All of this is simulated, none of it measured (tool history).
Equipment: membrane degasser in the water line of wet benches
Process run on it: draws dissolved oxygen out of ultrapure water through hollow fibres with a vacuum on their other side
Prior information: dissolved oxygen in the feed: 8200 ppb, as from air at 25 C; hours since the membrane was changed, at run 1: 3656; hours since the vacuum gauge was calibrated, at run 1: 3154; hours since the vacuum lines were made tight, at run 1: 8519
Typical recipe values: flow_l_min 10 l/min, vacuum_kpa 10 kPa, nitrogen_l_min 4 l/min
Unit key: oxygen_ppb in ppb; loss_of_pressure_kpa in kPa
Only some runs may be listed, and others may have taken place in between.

run     day  flow_l_min  vacuum_kpa  nitrogen_l_min  hours since the membrane was changed  hours since the vacuum gauge was calibrated  hours since the vacuum lines were made tight  oxygen_ppb  loss_of_pressure_kpa
  1       0          10          10               4                                  3656                                         3154                                          8519        52.1                 68.71
  2   5.375          10        16.1               4                                  3785                                         3283                                          8648        88.7                 69.04
  3   9.329          10        16.1               4                                  3880                                         3378                                          8743        88.5                 68.68
  4  15.117          10        16.1               4                                  4019                                         3517                                          8882        89.3                 68.58
  5   18.15          10        16.1               4                                  4092                                         3590                                          8954        88.1                 68.44
  6  22.988          10          10            2.08                                  4208                                         3706                                          9071        88.2                 69.22
  7  28.862          10          10            2.08                                  4349                                         3847                                          9212        88.6                 69.59
  8  32.346          10          11            2.08                                  4432                                         3931                                          9295       100.3                 68.95
  9  36.904          10          10               4                                  4542                                         4040                                          9405        52.1                 68.97
 10  41.846          10          10            2.11                                  4661                                         4159                                          9523        86.8                 69.29
 11  47.425          10         8.7               4                                  4794                                         4293                                          9657        43.1                 69.52
 12  52.929          10         8.7               4                                  4927                                         4425                                          9789        42.9                  69.5
 13  58.883          10        20.2               4                                  5069                                         4568                                          9932       111.2                 69.27
 14  61.754          11         6.6               4                                  5138                                         4637                                         10001        35.6                 76.48
 15  67.612          11         6.8            5.91                                  5279                                         4777                                         10142        28.7                 76.27
 16  72.504           9          10            3.75                                  5396                                         4895                                         10259        47.1                 62.24

Estimate the outcome of run 17 from the log above:
 17  78.012          10         9.2            5.77                                  5529                                         5027                                         10391           ?                     ?

{"run 17": {"oxygen_ppb": 34.2, "loss_of_pressure_kpa": 69.49}}
Without the tool's hidden state the same run would have given oxygen_ppb 33.9 ppb, loss_of_pressure_kpa 68.54 kPa.

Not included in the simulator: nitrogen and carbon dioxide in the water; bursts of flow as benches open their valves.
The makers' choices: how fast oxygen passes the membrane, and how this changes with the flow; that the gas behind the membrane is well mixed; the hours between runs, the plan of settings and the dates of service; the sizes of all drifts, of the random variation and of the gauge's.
